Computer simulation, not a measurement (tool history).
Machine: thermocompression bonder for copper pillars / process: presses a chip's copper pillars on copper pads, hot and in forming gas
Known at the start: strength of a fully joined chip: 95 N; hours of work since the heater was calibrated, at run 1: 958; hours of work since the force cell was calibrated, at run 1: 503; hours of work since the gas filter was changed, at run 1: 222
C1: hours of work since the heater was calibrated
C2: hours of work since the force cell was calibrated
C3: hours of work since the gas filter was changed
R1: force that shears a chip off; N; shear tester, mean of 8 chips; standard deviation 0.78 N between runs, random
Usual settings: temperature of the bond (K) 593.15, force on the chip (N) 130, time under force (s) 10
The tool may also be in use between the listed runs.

Run 1, hour 0.0: usual settings; C1 958; C2 503; C3 222. Result: R1 59.9 N.
Run 2, hour 20.9: usual settings but force on the chip (N) 97; C1 972; C2 516; C3 235. Result: R1 46.6 N.
Run 3, hour 51.6: usual settings but force on the chip (N) 97; C1 991; C2 536; C3 255. Result: R1 46.7 N.
Run 4, hour 82.5: usual settings but force on the chip (N) 86; C1 1011; C2 556; C3 275. Result: R1 41.6 N.
Run 5, hour 109.8: usual settings but force on the chip (N) 86; C1 1029; C2 574; C3 293. Result: R1 40.6 N.
Run 6, hour 129.1: usual settings; C1 1042; C2 586; C3 305. Result: R1 58.1 N.
Run 7, hour 167.5: usual settings; C1 1066; C2 611; C3 330. Result: R1 58.2 N.
Run 8, hour 195.4: usual settings but temperature of the bond (K) 567.15; C1 1084; C2 629; C3 348. Result: R1 42.5 N.
Run 9, hour 212.3: usual settings; C1 1095; C2 640; C3 359. Result: R1 59.8 N.
Run 10, hour 244.8: usual settings but time under force (s) 18; C1 1116; C2 661; C3 380. Result: R1 70.2 N.
Run 11, hour 282.6: usual settings but temperature of the bond (K) 565.15, force on the chip (N) 80, time under force (s) 9; C1 1141; C2 685; C3 404. Result: R1 23.8 N.
At hour 300.4: heater calibrated with a thermocouple chip.
Run 12, hour 311.5: usual settings but temperature of the bond (K) 565.15, force on the chip (N) 80, time under force (s) 9; C1 7; C2 703; C3 422. Result: R1 23.9 N.
Run 13, hour 342.7: usual settings but temperature of the bond (K) 565.15, force on the chip (N) 172, time under force (s) 9; C1 27; C2 723; C3 442. Result: R1 51.4 N.
At hour 365.7: forming gas filter changed.
Run 14, hour 365.7: usual settings but temperature of the bond (K) 600.15, force on the chip (N) 142, time under force (s) 18; C1 42; C2 737; C3 0. Result: R1 78.6 N.
Run 15, hour 393.5: usual settings but temperature of the bond (K) 618.15, time under force (s) 5; C1 60; C2 755; C3 18. Result: R1 62.0 N.
Run 16, hour 422.1: usual settings but temperature of the bond (K) 618.15, time under force (s) 5; C1 78; C2 774; C3 36. Result: R1 62.8 N.
Run 17, hour 438.0: usual settings but temperature of the bond (K) 618.15, time under force (s) 5; C1 89; C2 784; C3 47. Result: R1 61.5 N.
At hour 466.9: force cell calibrated.
Run 18, hour 478.0: usual settings but temperature of the bond (K) 618.15, time under force (s) 5; C1 113; C2 7; C3 72. Result: R1 61.9 N.

How would selected steps in R1 from run to run divide? Give the signed amount a tool lacking its hidden state would still show from settings, what came in and random variation, and the signed amount left for the hidden state, including any gauge scatter that is not in both of the compared results.
Hidden conditions of the tool in this case: true temperature of the bond over the reading, C; force that reaches the chip, % of what is set; oxide that the forming gas leaves, % of the face; drift of the gauge itself on shear_n, %.
Run 10 -> 11: temperature of the bond (K) 593.15 -> 565.15, force on the chip (N) 130 -> 80, time under force (s) 18 -> 9. R1 -46.4 N: hidden state +0.4, all else -46.8.
Run 13 -> 14: temperature of the bond (K) 565.15 -> 600.15, force on the chip (N) 172 -> 142, time under force (s) 9 -> 18, forming gas filter changed. R1 +27.2 N: hidden state +0.5, all else +26.7.
